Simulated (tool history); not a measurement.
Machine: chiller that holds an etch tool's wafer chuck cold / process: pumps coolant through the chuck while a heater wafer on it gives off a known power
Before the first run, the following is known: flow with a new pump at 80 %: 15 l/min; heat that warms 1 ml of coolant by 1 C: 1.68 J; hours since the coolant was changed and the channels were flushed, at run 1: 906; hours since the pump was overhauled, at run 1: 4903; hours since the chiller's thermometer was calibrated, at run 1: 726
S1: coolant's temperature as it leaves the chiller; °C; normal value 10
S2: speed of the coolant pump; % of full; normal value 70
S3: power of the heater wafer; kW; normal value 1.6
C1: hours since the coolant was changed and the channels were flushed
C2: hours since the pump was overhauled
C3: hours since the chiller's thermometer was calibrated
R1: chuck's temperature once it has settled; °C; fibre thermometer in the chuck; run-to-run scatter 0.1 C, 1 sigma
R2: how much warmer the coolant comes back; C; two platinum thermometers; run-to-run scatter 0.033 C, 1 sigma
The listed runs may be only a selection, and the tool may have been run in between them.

{"run": 1, "hour": 0.0, "S1": 10, "S2": 70, "S3": 1.6, "C1": 906, "C2": 4903, "C3": 726, "R1": 25.6, "R2": 4.72}
{"run": 2, "hour": 70.0, "S1": 10, "S2": 70, "S3": 1.6, "C1": 976, "C2": 4973, "C3": 796, "R1": 25.7, "R2": 4.78}
{"run": 3, "hour": 221.5, "S1": 10, "S2": 70, "S3": 1.6, "C1": 1127, "C2": 5125, "C3": 947, "R1": 25.9, "R2": 4.71}
{"run": 4, "hour": 348.1, "S1": 20, "S2": 70, "S3": 1.6, "C1": 1254, "C2": 5251, "C3": 1074, "R1": 35.9, "R2": 4.83}
{"run": 5, "hour": 445.2, "S1": 20, "S2": 70, "S3": 1.6, "C1": 1351, "C2": 5348, "C3": 1171, "R1": 35.8, "R2": 4.69}
{"run": 6, "hour": 547.6, "S1": 10, "S2": 70, "S3": 1.6, "C1": 1454, "C2": 5451, "C3": 1273, "R1": 25.9, "R2": 4.79}
{"run": 7, "hour": 621.0, "S1": 10, "S2": 70, "S3": 1.6, "C1": 1527, "C2": 5524, "C3": 1347, "R1": 25.8, "R2": 4.77}
{"run": 8, "hour": 737.8, "S1": 10, "S2": 70, "S3": 1.6, "C1": 1644, "C2": 5641, "C3": 1463, "R1": 26, "R2": 4.78}
{"run": 9, "hour": 891.5, "S1": 10, "S2": 70, "S3": 1.6, "C1": 1797, "C2": 5795, "C3": 1617, "R1": 26.1, "R2": 4.67}
{"run": 10, "hour": 1032.8, "S1": 14, "S2": 70, "S3": 1.6, "C1": 1939, "C2": 5936, "C3": 1758, "R1": 30.2, "R2": 4.77}
{"run": 11, "hour": 1110.7, "S1": 4, "S2": 70, "S3": 1.6, "C1": 2017, "C2": 6014, "C3": 1836, "R1": 20.3, "R2": 4.81}
{"run": 12, "hour": 1249.0, "S1": 10, "S2": 70, "S3": 1.111, "C1": 2155, "C2": 6152, "C3": 1975, "R1": 21.1, "R2": 3.31}
{"run": 13, "hour": 1411.4, "S1": 10, "S2": 70, "S3": 1.111, "C1": 2317, "C2": 6314, "C3": 2137, "R1": 21.2, "R2": 3.37}
{"run": 14, "hour": 1501.7, "S1": 10, "S2": 70, "S3": 1.111, "C1": 2408, "C2": 6405, "C3": 2227, "R1": 21.2, "R2": 3.34}
{"run": 15, "hour": 1658.9, "S1": 10, "S2": 70, "S3": 1.111, "C1": 2565, "C2": 6562, "C3": 2385, "R1": 21.3, "R2": 3.38}
{"run": 16, "hour": 1786.8, "S1": 10, "S2": 70, "S3": 1.111, "C1": 2693, "C2": 6690, "C3": 2513, "R1": 21.4, "R2": 3.36}
{"hour": 1892.0, "done": "coolant pump overhauled"}
{"run": 17, "hour": 1946.7, "S1": 10, "S2": 70, "S3": 1.6, "C1": 2848, "C2": 55, "C3": 2667, "R1": 25.6, "R2": 4.49}
{"run": 18, "hour": 2036.3, "S1": 3, "S2": 83, "S3": 1.322, "C1": 2937, "C2": 144, "C3": 2757, "R1": 13.9, "R2": 3.06}
{"run": 19, "hour": 2200.6, "S1": 3, "S2": 83, "S3": 1.322, "C1": 3101, "C2": 309, "C3": 2921, "R1": 13.8, "R2": 3}
{"run": 20, "hour": 2319.8, "S1": 3, "S2": 83, "S3": 1.322, "C1": 3221, "C2": 428, "C3": 3040, "R1": 13.9, "R2": 3.06}
{"run": 21, "hour": 2456.9, "S1": 9, "S2": 83, "S3": 1.322, "C1": 3358, "C2": 565, "C3": 3178, "R1": 19.7, "R2": 3.04}
{"run": 22, "hour": 2547.9, "S1": 9, "S2": 83, "S3": 1.322, "C1": 3449, "C2": 656, "C3": 3269, "R1": 19.9, "R2": 3.07}
{"run": 23, "hour": 2641.5, "S1": 9, "S2": 90, "S3": 1.431, "C1": 3542, "C2": 750, "C3": 3362, "R1": 20, "R2": 3.05}
{"run": 24, "hour": 2778.9, "S1": 15, "S2": 70, "S3": 1.338, "C1": 3680, "C2": 887, "C3": 3500, "R1": 28.1, "R2": 3.76}
{"run": 25, "hour": 2898.0, "S1": 1, "S2": 65, "S3": 1.6, "C1": 3799, "C2": 1006, "C3": 3619, "R1": 18.1, "R2": 4.9}
{"run": 26, "hour": 3019.0, "S1": 10, "S2": 80, "S3": 1.285, "C1": 3920, "C2": 1127, "C3": 3740, "R1": 21.2, "R2": 3.11}
{"run": 27, "hour": 3170.1, "S1": 8, "S2": 90, "S3": 0.897, "C1": 4071, "C2": 1278, "C3": 3891, "R1": 14.8, "R2": 1.84}
{"run": 28, "hour": 3244.8, "S1": 8, "S2": 66, "S3": 0.897, "C1": 4146, "C2": 1353, "C3": 3965, "R1": 17.1, "R2": 2.73}
{"run": 29, "hour": 3325.0, "S1": 8, "S2": 66, "S3": 0.897, "C1": 4226, "C2": 1433, "C3": 4046, "R1": 17.2, "R2": 2.71}
{"run": 30, "hour": 3475.5, "S1": 7, "S2": 84, "S3": 2.38, "C1": 4376, "C2": 1584, "C3": 4196, "R1": 28.2, "R2": 5.47}
{"run": 31, "hour": 3586.7, "S1": 16, "S2": 96, "S3": 2.38, "C1": 4488, "C2": 1695, "C3": 4307, "R1": 34.5, "R2": 4.63}
{"run": 32, "hour": 3717.0, "S1": 7, "S2": 75, "S3": 2.38, "C1": 4618, "C2": 1825, "C3": 4438, "R1": 30.7, "R2": 6.2}
{"run": 33, "hour": 3815.1, "S1": 11, "S2": 95, "S3": 2.256, "C1": 4716, "C2": 1923, "C3": 4536, "R1": 29.1, "R2": 4.5}

Each row is a separate what-if for the run after 33, all from the same tool condition, not one after another. Results?
{"run": "A", "hour": 3933.2, "S1": 11, "S2": 97, "S3": 2.256, "C1": 4834, "C2": 2041, "C3": 4654, "R1": "?", "R2": "?"}
{"run": "B", "hour": 3933.2, "S1": 0, "S2": 64, "S3": 2.256, "C1": 4834, "C2": 2041, "C3": 4654, "R1": "?", "R2": "?"}
{"run": "C", "hour": 3933.2, "S1": 14, "S2": 69, "S3": 0.822, "C1": 4834, "C2": 2041, "C3": 4654, "R1": "?", "R2": "?"}

run=A R1=28.7 R2=4.44
run=B R1=26.4 R2=7.02
run=C R1=22 R2=2.43
The same runs, with their run-to-run variation unchanged, on a tool lacking any hidden condition would have given:
run=A R1=26.2 R2=4.35
run=B R1=22.5 R2=6.86
run=C R1=21.4 R2=2.38
